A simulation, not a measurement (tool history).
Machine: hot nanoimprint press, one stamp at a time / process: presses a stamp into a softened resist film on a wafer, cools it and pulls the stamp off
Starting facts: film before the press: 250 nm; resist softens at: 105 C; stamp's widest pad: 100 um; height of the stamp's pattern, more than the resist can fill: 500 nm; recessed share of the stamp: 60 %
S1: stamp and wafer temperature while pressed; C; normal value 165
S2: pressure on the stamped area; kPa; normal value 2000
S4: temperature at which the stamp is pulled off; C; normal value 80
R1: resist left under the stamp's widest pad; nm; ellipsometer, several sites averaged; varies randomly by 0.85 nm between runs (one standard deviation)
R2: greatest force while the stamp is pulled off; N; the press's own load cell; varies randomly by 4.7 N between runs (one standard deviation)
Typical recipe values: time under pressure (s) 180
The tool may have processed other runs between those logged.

Run 1, hour 0.0: usual settings. Result: R1 114.5 nm, R2 255 N.
Run 2, hour 11.5: usual settings. Result: R1 115.8 nm, R2 262 N.
Run 3, hour 27.7: usual settings. Result: R1 115.5 nm, R2 259 N.
Run 4, hour 40.4: usual settings. Result: R1 114.2 nm, R2 260 N.
Run 5, hour 56.3: usual settings. Result: R1 115.7 nm, R2 260 N.
Run 6, hour 66.1: usual settings. Result: R1 116.5 nm, R2 272 N.
Run 7, hour 73.7: usual settings. Result: R1 115.3 nm, R2 253 N.
Run 8, hour 87.1: usual settings but S2 3150 kPa. Result: R1 96.3 nm, R2 260 N.
Run 9, hour 101.6: usual settings but S2 3150 kPa. Result: R1 95.2 nm, R2 261 N.
Run 10, hour 113.3: usual settings but S2 3150 kPa. Result: R1 96.6 nm, R2 268 N.
Run 11, hour 126.0: usual settings but S2 2090 kPa, time under pressure (s) 115, S4 87 C. Result: R1 135.6 nm, R2 222 N.
Run 12, hour 139.6: usual settings but S1 170 C, S2 2310 kPa. Result: R1 91.3 nm, R2 272 N.
Run 13, hour 154.1: usual settings but S1 161 C, S2 2640 kPa, time under pressure (s) 109, S4 81 C. Result: R1 143.9 nm, R2 266 N.
Run 14, hour 161.2: usual settings but S2 1480 kPa. Result: R1 129.9 nm, R2 277 N.
Run 15, hour 170.1: usual settings but S1 167 C. Result: R1 108.4 nm, R2 269 N.
Run 16, hour 178.5: usual settings but S1 167 C. Result: R1 110.1 nm, R2 272 N.
Run 17, hour 191.2: usual settings but S1 167 C, S2 1670 kPa, time under pressure (s) 231, S4 70 C. Result: R1 105.6 nm, R2 346 N.

Had the tool no unlogged condition, and each run kept its random variation, what would the results have been?
The tool's hidden condition here consists of: true temperature over the reading, C; pressure that arrives at the usual setting, %; grip of the stamp's worn release coat, % over a new coat's; drift of the gauge itself on residual_nm, %; drift of the gauge itself on pull_off_n, %.
run     R1   R2
  1  113.3  227
  2  114.4  233
  3  114.0  228
  4  112.6  228
  5  114.0  226
  6  114.7  236
  7  113.4  219
  8   94.3  223
  9   93.1  223
 10   94.4  228
 11  133.1  187
 12   89.3  228
 13  140.9  222
 14  127.3  231
 15  105.8  223
 16  107.4  225
 17  102.9  285

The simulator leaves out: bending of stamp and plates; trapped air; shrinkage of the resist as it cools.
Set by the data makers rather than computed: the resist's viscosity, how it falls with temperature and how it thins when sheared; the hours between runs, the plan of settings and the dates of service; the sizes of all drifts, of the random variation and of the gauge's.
